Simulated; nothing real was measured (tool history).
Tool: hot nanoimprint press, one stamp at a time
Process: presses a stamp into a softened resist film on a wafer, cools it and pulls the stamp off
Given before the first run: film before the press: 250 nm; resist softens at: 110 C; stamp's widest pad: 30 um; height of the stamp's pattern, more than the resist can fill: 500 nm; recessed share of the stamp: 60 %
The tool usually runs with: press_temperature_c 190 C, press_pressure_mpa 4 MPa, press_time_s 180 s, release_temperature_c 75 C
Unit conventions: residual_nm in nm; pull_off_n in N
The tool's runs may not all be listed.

run	hour	press_temperature_c	press_pressure_mpa	press_time_s	release_temperature_c	residual_nm	pull_off_n
1	0	190	4	180	75	119.9	238
2	26.2	190	4	180	75	121	238
3	67.2	190	4	180	75	120.3	236
# hour 88.2: stamp cleaned and given a new release coat
4	111	190	4	180	75	120.6	231
5	130	190	4	180	75	121.8	222
6	168.7	196	4	180	75	102.3	235
7	200.5	196	4	180	75	103.3	225
8	218.8	190	4	180	75	120.8	230
9	254	190	4	180	75	121.4	234
10	295.3	190	4	161	75	126.7	229
11	333.4	190	4	161	75	125.4	238
12	372.6	190	4	161	75	126.1	230
# hour 395.7: plate thermocouple calibrated
13	396.6	190	3.23	228	73	124.6	251
# hour 431.3: stamp cleaned and given a new release coat
14	433.8	191	4	180	82	118.4	186
15	458.2	191	4	120	70	136.1	256
16	479.7	191	5.61	252	66	87.8	280
17	516.4	180	4	180	75	158.4	236
18	549.9	197	3.42	180	65	107.9	295
19	575.8	179	3.42	126	67	185.4	281
20	593.9	179	4.54	126	67	171.8	287
21	629.4	179	4.54	217	67	147	279
22	667.8	179	4.54	92	69	187.2	274

What if the next run were any one of these 4? Each begins from the tool's condition after run 22:
A	694.9	198	4	94	75	?	?
B	694.9	190	4	180	73	?	?
C	694.9	188	2.99	140	75	?	?
D	694.9	179	4.54	123	81	?	?

run	residual_nm	pull_off_n
A	124.5	235
B	121.5	246
C	156.2	235
D	172.8	200
What these runs would have given with no unlogged condition in the tool:
run	residual_nm	pull_off_n
A	123.9	233
B	121	243
C	155.7	232
D	172.2	198
